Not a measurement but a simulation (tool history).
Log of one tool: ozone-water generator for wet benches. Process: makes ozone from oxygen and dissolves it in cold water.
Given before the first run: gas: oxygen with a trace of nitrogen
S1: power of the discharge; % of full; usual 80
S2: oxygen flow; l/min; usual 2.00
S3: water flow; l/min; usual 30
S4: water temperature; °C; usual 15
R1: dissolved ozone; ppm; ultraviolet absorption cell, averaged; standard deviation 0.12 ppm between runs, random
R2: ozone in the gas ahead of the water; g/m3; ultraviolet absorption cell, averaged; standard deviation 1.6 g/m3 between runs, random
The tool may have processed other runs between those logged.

run    hour  S1    S2  S3  S4    R1     R2
  1     0.0  80  2.00  30  15  12.0  293.1
  2   101.2  80  2.00  30  15  11.6  292.3
  3   289.6  80  1.43  30  15  10.1  333.6
  4   453.3  80  1.43  30  15  10.0  335.4
  5   621.9  80  1.43  30  15  10.1  329.5
  6   789.0  80  2.00  30  12  11.9  288.5
  7   920.5  80  2.00  30  12  11.6  287.3
  8  1005.9  80  2.00  30  15  11.7  287.0
  9  1112.0  80  2.00  30  15  11.5  289.0
 10  1285.5  54  2.00  30  15   8.0  204.9
 11  1380.2  54  2.00  30  15   8.2  203.7
 12  1504.1  93  1.45  19  15  19.1  370.5
 13  1600.1  93  1.45  19  15  19.1  368.8
 14  1713.7  80  2.00  23  15  15.4  285.8
 15  1821.6  80  1.24  26  15  10.7  340.3
 16  1918.6  58  1.32  26  15   8.4  256.2
 17  2114.1  58  1.32  26  15   8.4  253.1
 18  2200.7  70  1.71  30  14   9.3  267.5
 19  2336.9  70  1.71  30  14   9.3  266.1
 20  2515.2  70  1.71  30  14   9.3  264.6
 21  2620.7  48  2.00  30  19   6.9  180.5

Some steps in R1, run to run, broken into two amounts with sign: the step expected even without the hidden condition (settings, incoming material, random variation), and the rest, left for the hidden condition together with whatever gauge scatter is not in both the measured and the hidden-condition-free result:
Hidden conditions of the tool in this case: yield of the discharge, % of new electrodes'; contactor's efficiency, % of a clean one's; true water temperature over the reading, C; drift of the gauge itself on ozone_ppm, %; drift of the gauge itself on gas_g_m3, %.
Run 9 -> 10: S1 80 -> 54. R1 -3.5 ppm: hidden state +0.3, all else -3.8.
Run 11 -> 12: S1 54 -> 93, S2 2.00 -> 1.45, S3 30 -> 19. R1 +10.9 ppm: hidden state -0.9, all else +11.8.
Run 14 -> 15: S2 2.00 -> 1.24, S3 23 -> 26. R1 -4.7 ppm: hidden state +0.3, all else -5.0.
